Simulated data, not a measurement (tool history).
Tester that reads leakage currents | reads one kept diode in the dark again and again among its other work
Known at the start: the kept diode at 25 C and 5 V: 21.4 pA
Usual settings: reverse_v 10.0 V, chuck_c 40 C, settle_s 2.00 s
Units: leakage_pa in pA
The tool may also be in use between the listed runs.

Run 1, hour 0.0: usual settings. Result: leakage_pa 110.59 pA.
Run 2, hour 120.5: usual settings. Result: leakage_pa 109.01 pA.
Run 3, hour 246.1: usual settings but settle_s 4.63 s. Result: leakage_pa 107.20 pA.
Run 4, hour 369.9: usual settings but settle_s 4.63 s. Result: leakage_pa 105.75 pA.
At hour 408.3: tester calibrated.
Run 5, hour 448.4: usual settings but settle_s 4.63 s. Result: leakage_pa 106.62 pA.
Run 6, hour 583.6: usual settings but settle_s 4.63 s. Result: leakage_pa 104.33 pA.
Run 7, hour 680.2: usual settings but settle_s 4.63 s. Result: leakage_pa 104.32 pA.
Run 8, hour 818.6: usual settings but reverse_v 9.2 V, settle_s 4.63 s. Result: leakage_pa 99.45 pA.
At hour 962.4: tester calibrated, once more.
Run 9, hour 974.5: usual settings but reverse_v 9.2 V, settle_s 4.63 s. Result: leakage_pa 94.36 pA.
Run 10, hour 1117.5: usual settings but reverse_v 9.2 V, settle_s 4.63 s. Result: leakage_pa 93.39 pA.
At hour 1158.4: chuck's temperature calibrated.
Run 11, hour 1261.8: usual settings. Result: leakage_pa 114.56 pA.
Run 12, hour 1401.5: usual settings. Result: leakage_pa 113.46 pA.
Run 13, hour 1493.2: usual settings. Result: leakage_pa 111.99 pA.
Run 14, hour 1609.9: usual settings but settle_s 0.41 s. Result: leakage_pa 115.97 pA.
Run 15, hour 1690.7: usual settings but settle_s 0.41 s. Result: leakage_pa 115.31 pA.
Run 16, hour 1765.1: usual settings. Result: leakage_pa 109.78 pA.
Run 17, hour 1845.4: usual settings. Result: leakage_pa 108.61 pA.
At hour 1912.3: probe card cleaned and baked.
Run 18, hour 1989.0: usual settings but chuck_c 25 C. Result: leakage_pa 27.14 pA.
Run 19, hour 2077.7: usual settings but chuck_c 25 C. Result: leakage_pa 26.98 pA.
Run 20, hour 2176.0: usual settings but chuck_c 55 C. Result: leakage_pa 289.43 pA.
Run 21, hour 2243.6: usual settings but reverse_v 8.1 V, chuck_c 55 C, settle_s 3.07 s. Result: leakage_pa 264.65 pA.
Run 22, hour 2345.0: usual settings but reverse_v 12.5 V, chuck_c 26 C. Result: leakage_pa 32.17 pA.
Run 23, hour 2414.2: usual settings but reverse_v 6.5 V, chuck_c 27 C. Result: leakage_pa 25.89 pA.
At hour 2472.6: chuck's temperature calibrated.
Run 24, hour 2551.5: usual settings but reverse_v 6.5 V, chuck_c 27 C. Result: leakage_pa 30.60 pA.
Run 25, hour 2683.2: usual settings but reverse_v 6.5 V, chuck_c 27 C. Result: leakage_pa 30.22 pA.
Run 26, hour 2797.2: usual settings but reverse_v 11.4 V, chuck_c 56 C, settle_s 0.59 s. Result: leakage_pa 357.27 pA.
Run 27, hour 2894.5: usual settings but reverse_v 11.4 V, chuck_c 56 C, settle_s 0.59 s. Result: leakage_pa 354.86 pA.
Run 28, hour 2970.4: usual settings but reverse_v 11.4 V, chuck_c 56 C, settle_s 0.59 s. Result: leakage_pa 351.56 pA.
Run 29, hour 3077.5: usual settings but reverse_v 11.4 V, chuck_c 56 C, settle_s 0.59 s. Result: leakage_pa 346.43 pA.
Run 30, hour 3203.6: usual settings but reverse_v 11.4 V, chuck_c 29 C, settle_s 0.59 s. Result: leakage_pa 48.09 pA.
Run 31, hour 3310.0: usual settings but reverse_v 11.8 V, chuck_c 43 C. Result: leakage_pa 129.07 pA.
Run 32, hour 3450.9: usual settings but reverse_v 11.8 V, chuck_c 43 C. Result: leakage_pa 127.73 pA.
Run 33, hour 3594.7: usual settings but reverse_v 11.8 V, chuck_c 43 C. Result: leakage_pa 125.95 pA.
Run 34, hour 3702.5: usual settings but reverse_v 17.5 V, chuck_c 39 C. Result: leakage_pa 110.80 pA.
At hour 3778.4: chuck's temperature calibrated.
Run 35, hour 3778.4: usual settings but reverse_v 17.3 V, settle_s 3.84 s. Result: leakage_pa 138.40 pA.
Run 36, hour 3887.5: usual settings but reverse_v 17.3 V, settle_s 3.84 s. Result: leakage_pa 137.91 pA.
Run 37, hour 4024.0: usual settings but reverse_v 2.1 V, chuck_c 31 C. Result: leakage_pa 27.09 pA.
Run 38, hour 4127.9: usual settings but reverse_v 18.1 V, chuck_c 39 C, settle_s 0.44 s. Result: leakage_pa 137.93 pA.
Run 39, hour 4193.7: usual settings but reverse_v 18.1 V, chuck_c 39 C, settle_s 0.44 s. Result: leakage_pa 136.71 pA.

Hidden state or all else? Some run-to-run changes of leakage_pa, split into what the settings, what came in and random variation would give without the hidden state, and what is left for the hidden state (with any gauge scatter that isn't in both results):
The hidden state here: stray current of the dirty probe card, pA a volt; current scale over the true one, %; true chuck temperature over the reading, C; drift of the gauge itself on leakage_pa, %.
Run 19 -> 20: chuck_c 25 -> 55. leakage_pa +262.45 pA: hidden state -30.57, all else +293.02.
Run 21 -> 22: reverse_v 8.1 -> 12.5, chuck_c 55 -> 26, settle_s 3.07 -> 2.00. leakage_pa -232.48 pA: hidden state +29.49, all else -261.97.
Run 25 -> 26: reverse_v 6.5 -> 11.4, chuck_c 27 -> 56, settle_s 2.00 -> 0.59. leakage_pa +327.05 pA: hidden state -10.20, all else +337.25.
Run 29 -> 30: chuck_c 56 -> 29. leakage_pa -298.34 pA: hidden state +21.34, all else -319.68.
